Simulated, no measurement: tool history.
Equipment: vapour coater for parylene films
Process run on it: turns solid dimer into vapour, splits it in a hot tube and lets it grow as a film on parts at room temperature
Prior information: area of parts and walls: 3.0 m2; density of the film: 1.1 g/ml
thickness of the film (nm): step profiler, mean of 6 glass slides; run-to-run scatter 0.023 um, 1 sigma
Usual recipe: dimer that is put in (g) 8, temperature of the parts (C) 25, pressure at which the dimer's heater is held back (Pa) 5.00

run     day  dimer that is put in (g)  temperature of the parts (C)  pressure at which the dimer's heater is held back (Pa)  thickness of the film (nm)
  1   0.000                         8                            25                                                    5.00                        1480
  2   1.933                         8                            25                                                    5.00                        1480
  3   3.929                         8                            25                                                    5.00                        1450
  4   5.933                         8                            25                                                    5.00                        1490
      7.046  -- trap's valve overhauled
  5   7.112                         8                            25                                                    5.00                        1480
  6   8.425                         8                            25                                                    5.00                        1540
  7   9.771                         8                            25                                                    5.00                        1480
  8  11.033                         8                            25                                                    5.00                        1440
  9  12.154                        10                            25                                                    5.00                        1890
 10  13.125                        10                            25                                                    5.00                        1820
 11  14.333                        10                            25                                                    5.00                        1840
 12  16.062                        10                            37                                                    5.00                        1220
     16.467  -- table's thermometer calibrated
 13  17.883                         5                            25                                                    5.00                         960
 14  19.138                         5                            25                                                    5.00                         920
 15  20.946                         5                            25                                                    5.00                         920
 16  22.421                         5                            25                                                    5.00                         900
     23.454  -- trap's valve overhauled
 17  24.054                         5                            25                                                    5.00                         910
 18  25.058                         8                            32                                                    5.00                        1120
 19  26.025                         8                            32                                                    5.00                        1170
 20  27.496                         8                            20                                                    5.00                        1810
 21  28.896                         8                            25                                                    5.00                        1470
 22  30.017                         8                            25                                                    5.00                        1440
 23  32.012                         8                            25                                                    5.00                        1480
 24  33.754                         8                            25                                                    5.00                        1440
 25  34.688                         4                            30                                                    6.64                         570
 26  35.871                         8                            18                                                    8.36                        1700
 27  37.567                         8                            18                                                    6.40                        1820
     39.704  -- trap's valve overhauled
 28  39.758                         8                            19                                                   10.50                        1570
 29  41.542                         8                            31                                                    3.06                        1320
 30  43.304                         7                            32                                                    5.00                        1030
 31  44.421                         7                            18                                                    5.00                        1660
 32  46.212                         7                            36                                                    5.00                         900
 33  47.550                         7                            36                                                    5.00                         880
 34  49.296                         4                            25                                                    5.00                         750
 35  50.729                         5                            20                                                    5.00                        1110
 36  51.621                         3                            29                                                    2.24                         560
 37  53.179                         6                            31                                                    5.00                         900
 38  54.838                         8                            31                                                    2.44                        1350
     56.021  -- trap's valve overhauled
 39  56.162                         8                            18                                                    4.90                        1880
 40  57.062                         6                            24                                                    5.00                        1130
 41  58.083                         6                            29                                                    5.00                         960

Each row is a separate what-if for the run after 41, all from the same tool condition, not one after another. Results?
  A  60.054                         8                            23                                                    2.08                           ?
  B  60.054                         5                            27                                                    5.00                           ?
  C  60.054                         8                            19                                                    6.27                           ?

run  thickness of the film (nm)
  A                        1840
  B                         870
  C                        1750
Without the tool's unlogged condition, the same runs would have read:
run  thickness of the film (nm)
  A                        1840
  B                         870
  C                        1750
